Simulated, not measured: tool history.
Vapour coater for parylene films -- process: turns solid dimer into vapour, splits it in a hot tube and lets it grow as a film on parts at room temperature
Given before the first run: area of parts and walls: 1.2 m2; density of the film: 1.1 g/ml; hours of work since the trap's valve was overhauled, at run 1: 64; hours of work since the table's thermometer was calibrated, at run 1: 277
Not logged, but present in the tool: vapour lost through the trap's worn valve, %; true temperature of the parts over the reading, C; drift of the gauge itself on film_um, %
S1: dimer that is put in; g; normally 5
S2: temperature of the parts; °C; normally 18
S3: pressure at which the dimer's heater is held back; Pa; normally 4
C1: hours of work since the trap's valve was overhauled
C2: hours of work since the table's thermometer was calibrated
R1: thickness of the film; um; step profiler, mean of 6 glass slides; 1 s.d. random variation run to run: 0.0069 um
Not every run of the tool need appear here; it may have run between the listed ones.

Run 1, hour 0: usual settings; C1 64; C2 277. Result: R1 2.094 um.
Run 2, hour 48.5: usual settings; C1 92; C2 305. Result: R1 2.089 um.
Run 3, hour 78: usual settings but S2 28 °C; C1 109; C2 322. Result: R1 1.328 um.
Run 4, hour 112.4: usual settings; C1 129; C2 342. Result: R1 2.092 um.
Run 5, hour 161.9: usual settings; C1 158; C2 371. Result: R1 2.098 um.
Run 6, hour 213.3: usual settings; C1 188; C2 401. Result: R1 2.078 um.
Run 7, hour 253.4: usual settings but S3 6.53 Pa; C1 211; C2 424. Result: R1 1.88 um.
Run 8, hour 291: usual settings but S1 3 g, S3 3.75 Pa; C1 233; C2 446. Result: R1 1.264 um.
Run 9, hour 336.3: usual settings but S1 6 g, S3 7.63 Pa; C1 259; C2 472. Result: R1 2.214 um.
Run 10, hour 388.4: usual settings but S1 2 g, S3 8.03 Pa; C1 290; C2 503. Result: R1 0.733 um.
Run 11, hour 423.4: usual settings but S1 2 g, S2 12 °C, S3 8.03 Pa; C1 310; C2 523. Result: R1 0.957 um.

Predict each of these 4 candidate next runs independently; none follows another, all start after run 11:
Run A, hour 465.2: usual settings but S2 20 °C, S3 6.39 Pa; C1 334; C2 547. Result: R1 ?.
Run B, hour 465.2: usual settings but S1 4 g, S2 12 °C, S3 2.62 Pa; C1 334; C2 547. Result: R1 ?.
Run C, hour 465.2: usual settings but S1 3 g, S2 12 °C, S3 5.22 Pa; C1 334; C2 547. Result: R1 ?.
Run D, hour 465.2: usual settings but S1 4 g, S2 20 °C, S3 8.03 Pa; C1 334; C2 547. Result: R1 ?.

run     R1
  A  1.727
  B  2.376
  C  1.564
  D  1.325
Stripped of hidden state, with their random variation kept, the same runs would have yielded:
run     R1
  A  1.729
  B  2.379
  C  1.566
  D  1.327
